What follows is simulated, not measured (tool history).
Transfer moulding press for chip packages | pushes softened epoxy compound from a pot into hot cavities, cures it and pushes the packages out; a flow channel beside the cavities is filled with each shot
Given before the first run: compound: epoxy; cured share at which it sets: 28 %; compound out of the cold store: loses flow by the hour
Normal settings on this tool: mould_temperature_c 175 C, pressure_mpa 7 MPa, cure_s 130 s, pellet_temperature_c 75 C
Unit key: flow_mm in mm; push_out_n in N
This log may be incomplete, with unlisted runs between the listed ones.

run	hour	mould_temperature_c	pressure_mpa	cure_s	pellet_temperature_c	incoming compound's hours out of the cold store	flow_mm	push_out_n
1	0	175	7	130	75	42.4	754	291
# hour 20.5: cavities cleaned with cleaning compound and waxed
2	35.5	175	7	130	79	35	783	301
3	54.4	175	7	130	76	38.3	774	290
4	74.5	175	7	130	75	31	795	304
5	88.8	175	7	130	75	46.1	739	294
# hour 93.3: cavities cleaned with cleaning compound and waxed
6	106.6	169	7	130	75	26.3	847	431
# hour 123.6: plunger's sealing rings changed
7	124.7	169	7	130	75	28.3	831	423
8	151.9	169	7	130	75	28.9	832	423
# hour 169.5: cavities cleaned with cleaning compound and waxed
9	175.4	169	7	130	75	40.3	790	407
10	190.7	169	7.87	130	75	8.2	995	463
11	205.1	168	7	139	71	24	859	417
12	223.6	169	7.18	166	78	39	798	293
# hour 243.4: cavities cleaned with cleaning compound and waxed
13	254.6	179	8.04	116	75	20.8	888	299
14	269.4	177	8.5	161	75	17.8	933	267
15	299	177	8.5	161	75	16.6	933	270
# hour 317.2: cavities cleaned with cleaning compound and waxed
16	335.6	177	6.03	129	73	11.2	813	277
17	355.8	175	7	136	75	34.6	785	294
# hour 361.2: mould's thermocouples calibrated
18	372.5	168	7	130	75	28.6	840	447

Forecast each of these 3 alternatives for the next run:
# hour 392.6: cavities cleaned with cleaning compound and waxed
A	402	168	7	130	79	42.4	?	?
# hour 392.6: cavities cleaned with cleaning compound and waxed
B	402	175	7	129	83	29.8	?	?
# hour 392.6: cavities cleaned with cleaning compound and waxed
C	402	168	7	163	72	25.3	?	?

run	flow_mm	push_out_n
A	780	451
B	801	295
C	858	317
What these runs would have given with no unlogged condition in the tool:
run	flow_mm	push_out_n
A	781	449
B	801	294
C	858	316
